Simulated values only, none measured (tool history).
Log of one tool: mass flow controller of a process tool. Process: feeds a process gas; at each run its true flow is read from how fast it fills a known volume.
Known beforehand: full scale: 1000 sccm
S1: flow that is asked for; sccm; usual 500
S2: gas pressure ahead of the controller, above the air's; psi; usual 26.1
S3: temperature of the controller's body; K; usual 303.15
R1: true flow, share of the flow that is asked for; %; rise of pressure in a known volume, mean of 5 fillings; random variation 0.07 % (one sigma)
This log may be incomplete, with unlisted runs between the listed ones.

run	hour	S1	S2	S3	R1
1	0.0	500	26.1	303.15	99.76
2	253.4	500	26.1	303.15	99.81
3	734.3	500	26.1	303.15	99.99
4	1025.7	317	26.1	303.15	100.06
5	1412.9	317	26.1	303.15	100.27
6	1684.0	500	26.1	303.15	100.23
# hour 1932.7: controller's zero set anew
7	2171.9	500	26.1	303.15	99.32
# hour 2216.5: controller exchanged for a calibrated one
8	2522.3	500	26.1	303.15	98.36
9	2904.9	500	26.1	303.15	98.59
10	3126.2	500	26.1	303.15	98.58
11	3388.3	192	26.1	303.15	97.87
12	3594.5	500	26.1	303.15	98.75
13	3812.1	238	26.1	303.15	98.18
14	4256.9	500	26.1	303.15	98.96
15	4723.6	500	26.1	303.15	98.92
16	5170.4	588	36.7	305.15	98.77
17	5446.0	588	36.7	305.15	98.87
18	5881.3	217	39.0	305.15	98.45
19	6133.9	759	39.0	305.15	99.42
20	6352.6	533	39.2	301.15	99.36
21	6787.5	533	39.2	301.15	99.54
22	7046.6	533	39.2	301.15	99.62
23	7377.3	533	20.7	301.15	100.35
24	7757.2	110	20.7	304.15	101.29
25	8178.3	409	23.8	310.15	99.24
26	8532.0	409	23.8	305.15	99.80
27	8977.3	409	23.8	301.15	100.47
28	9317.9	379	26.1	297.15	101.03
29	9579.1	379	26.1	297.15	101.19
30	9984.6	379	26.1	297.15	101.25

Had the tool no unlogged condition, and each run kept its random variation, what would the results have been?
The tool's hidden condition here consists of: flow at rest that the sensor doesn't see, % of full scale; true flow over the shown one, %; drift of the gauge itself on true_pct, %.
run	R1
1	97.94
2	97.92
3	97.94
4	97.33
5	97.38
6	97.89
7	97.94
8	97.85
9	97.97
10	97.90
11	96.83
12	97.93
13	97.04
14	97.93
15	97.75
16	97.54
17	97.56
18	96.30
19	98.01
20	97.74
21	97.79
22	97.80
23	98.42
24	96.60
25	96.85
26	97.29
27	97.80
28	98.15
29	98.22
30	98.14
